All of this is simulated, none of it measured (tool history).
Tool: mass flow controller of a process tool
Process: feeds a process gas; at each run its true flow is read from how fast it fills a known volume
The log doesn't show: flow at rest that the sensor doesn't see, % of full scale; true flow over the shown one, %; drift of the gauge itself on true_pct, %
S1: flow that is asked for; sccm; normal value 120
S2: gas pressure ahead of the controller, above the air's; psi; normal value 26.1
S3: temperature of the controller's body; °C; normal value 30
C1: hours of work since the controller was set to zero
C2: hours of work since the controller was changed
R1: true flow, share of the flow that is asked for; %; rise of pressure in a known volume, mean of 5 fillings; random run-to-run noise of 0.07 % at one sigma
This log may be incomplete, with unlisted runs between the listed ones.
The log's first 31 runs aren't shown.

{"run": 32, "day": 224.188, "S1": 35, "S2": 35.7, "S3": 22, "C1": 2132, "C2": 2132, "R1": 98.45}
{"run": 33, "day": 232.638, "S1": 27, "S2": 35.7, "S3": 23, "C1": 2263, "C2": 2263, "R1": 98.52}
{"run": 34, "day": 241.688, "S1": 35, "S2": 28.7, "S3": 22, "C1": 2404, "C2": 2404, "R1": 98.72}
{"run": 35, "day": 246.417, "S1": 22, "S2": 34.4, "S3": 32, "C1": 2477, "C2": 2477, "R1": 98.04}
{"run": 36, "day": 254.675, "S1": 22, "S2": 34.4, "S3": 32, "C1": 2606, "C2": 2606, "R1": 98.04}
{"run": 37, "day": 260.133, "S1": 22, "S2": 34.4, "S3": 32, "C1": 2690, "C2": 2690, "R1": 98.11}
{"run": 38, "day": 264.654, "S1": 136, "S2": 25.1, "S3": 26, "C1": 2761, "C2": 2761, "R1": 98.91}
{"run": 39, "day": 273.708, "S1": 92, "S2": 22.9, "S3": 27, "C1": 2901, "C2": 2901, "R1": 98.42}
{"run": 40, "day": 281.188, "S1": 92, "S2": 22.9, "S3": 27, "C1": 3018, "C2": 3018, "R1": 98.3}
{"run": 41, "day": 287.858, "S1": 92, "S2": 22.9, "S3": 27, "C1": 3121, "C2": 3121, "R1": 98.36}
{"run": 42, "day": 294.862, "S1": 92, "S2": 22.9, "S3": 27, "C1": 3230, "C2": 3230, "R1": 98.36}
{"run": 43, "day": 302.9, "S1": 120, "S2": 26.1, "S3": 32, "C1": 3355, "C2": 3355, "R1": 97.93}
{"run": 44, "day": 307.667, "S1": 33, "S2": 28.0, "S3": 30, "C1": 3429, "C2": 3429, "R1": 98.12}
{"run": 45, "day": 316.696, "S1": 33, "S2": 28.0, "S3": 30, "C1": 3569, "C2": 3569, "R1": 98.18}
{"run": 46, "day": 326.667, "S1": 74, "S2": 27.8, "S3": 21, "C1": 3724, "C2": 3724, "R1": 98.52}
{"run": 47, "day": 334.012, "S1": 126, "S2": 27.8, "S3": 29, "C1": 3839, "C2": 3839, "R1": 98.0}

Each row is a separate what-if for the run after 47, all from the same tool condition, not one after another. Results?
{"run": "A", "day": 340.208, "S1": 160, "S2": 28.4, "S3": 23, "C1": 3935, "C2": 3935, "R1": "?"}
{"run": "B", "day": 340.208, "S1": 126, "S2": 27.8, "S3": 28, "C1": 3935, "C2": 3935, "R1": "?"}
{"run": "C", "day": 340.208, "S1": 120, "S2": 26.1, "S3": 29, "C1": 3935, "C2": 3935, "R1": "?"}
{"run": "D", "day": 340.208, "S1": 120, "S2": 34.7, "S3": 30, "C1": 3935, "C2": 3935, "R1": "?"}

run=A R1=98.84
run=B R1=98.08
run=C R1=98.13
run=D R1=97.71
Had the tool no hidden state, the same runs would have come out as:
run=A R1=99.77
run=B R1=98.93
run=C R1=98.95
run=D R1=98.53
